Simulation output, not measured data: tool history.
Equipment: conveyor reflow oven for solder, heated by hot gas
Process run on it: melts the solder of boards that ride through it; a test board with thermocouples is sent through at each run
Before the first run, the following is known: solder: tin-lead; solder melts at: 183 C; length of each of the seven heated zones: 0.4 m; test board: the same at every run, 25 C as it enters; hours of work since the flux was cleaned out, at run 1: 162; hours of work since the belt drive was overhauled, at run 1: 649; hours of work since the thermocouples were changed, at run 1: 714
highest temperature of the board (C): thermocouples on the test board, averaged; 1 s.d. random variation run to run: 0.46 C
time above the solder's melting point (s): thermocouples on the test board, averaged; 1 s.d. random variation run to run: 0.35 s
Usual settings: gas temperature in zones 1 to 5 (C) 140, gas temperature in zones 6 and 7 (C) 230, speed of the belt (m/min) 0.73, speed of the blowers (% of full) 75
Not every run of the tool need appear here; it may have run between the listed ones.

| run | hour | gas temperature in zones 1 to 5 (C) | gas temperature in zones 6 and 7 (C) | speed of the belt (m/min) | speed of the blowers (% of full) | hours of work since the flux was cleaned out | hours of work since the belt drive was overhauled | hours of work since the thermocouples were changed | highest temperature of the board (C) | time above the solder's melting point (s) |
|---|---|---|---|---|---|---|---|---|---|---|
| 1 | 0 | 140 | 230 | 0.73 | 75 | 162 | 649 | 714 | 214 | 48.2 |
| 2 | 29.8 | 140 | 237 | 0.73 | 75 | 185 | 671 | 737 | 219.1 | 51.8 |
| 3 | 47.4 | 140 | 230 | 0.73 | 75 | 198 | 685 | 750 | 212.7 | 47.8 |
| 4 | 61.7 | 140 | 230 | 0.738 | 75 | 209 | 696 | 761 | 212.5 | 46.9 |
| 5 | 75.7 | 140 | 245 | 0.73 | 75 | 220 | 706 | 772 | 226 | 55.4 |
|  | 81.3 | belt drive overhauled, speed set with a stopwatch |
| 6 | 112 | 140 | 239 | 0.73 | 75 | 244 | 23 | 796 | 221.5 | 53.5 |
| 7 | 141.1 | 140 | 239 | 0.618 | 75 | 266 | 46 | 818 | 225.7 | 66.8 |
| 8 | 166.7 | 131 | 230 | 0.73 | 67 | 286 | 65 | 838 | 209.2 | 42.3 |
| 9 | 188.9 | 129 | 235 | 0.73 | 83 | 303 | 82 | 855 | 216 | 47.2 |
| 10 | 219.6 | 129 | 235 | 0.689 | 63 | 326 | 105 | 878 | 213.3 | 47.8 |
| 11 | 233.7 | 140 | 225 | 0.73 | 79 | 337 | 116 | 889 | 209.9 | 43.9 |
|  | 255 | flux residue cleaned out of gas plates and filters |
| 12 | 259.8 | 150 | 236 | 0.73 | 75 | 4 | 132 | 905 | 220.7 | 57.5 |

5 options for the next run, each taken on its own from the tool as it stands now. Forecast them:
|  | 276.9 | belt drive overhauled, speed set with a stopwatch, once more |
| A | 291.6 | 140 | 230 | 0.73 | 51 | 25 | 11 | 926 | ? | ? |
|  | 276.9 | belt drive overhauled, speed set with a stopwatch, once more |
| B | 291.6 | 140 | 230 | 0.73 | 84 | 25 | 11 | 926 | ? | ? |
|  | 276.9 | belt drive overhauled, speed set with a stopwatch, once more |
| C | 291.6 | 149 | 230 | 0.73 | 75 | 25 | 11 | 926 | ? | ? |
|  | 276.9 | belt drive overhauled, speed set with a stopwatch, once more |
| D | 291.6 | 143 | 236 | 0.73 | 75 | 25 | 11 | 926 | ? | ? |
|  | 276.9 | belt drive overhauled, speed set with a stopwatch, once more |
| E | 291.6 | 150 | 236 | 0.73 | 78 | 25 | 11 | 926 | ? | ? |

| run | highest temperature of the board (C) | time above the solder's melting point (s) |
|---|---|---|
| A | 208.8 | 42.6 |
| B | 215.1 | 49.2 |
| C | 213.8 | 52.3 |
| D | 220.5 | 52.9 |
| E | 221.8 | 56.5 |
With the hidden condition removed and each run's random variation left untouched, the same runs would have given:
| run | highest temperature of the board (C) | time above the solder's melting point (s) |
|---|---|---|
| A | 211.8 | 45.1 |
| B | 218.3 | 51.2 |
| C | 216.9 | 54.2 |
| D | 223.6 | 54.7 |
| E | 224.9 | 58.1 |
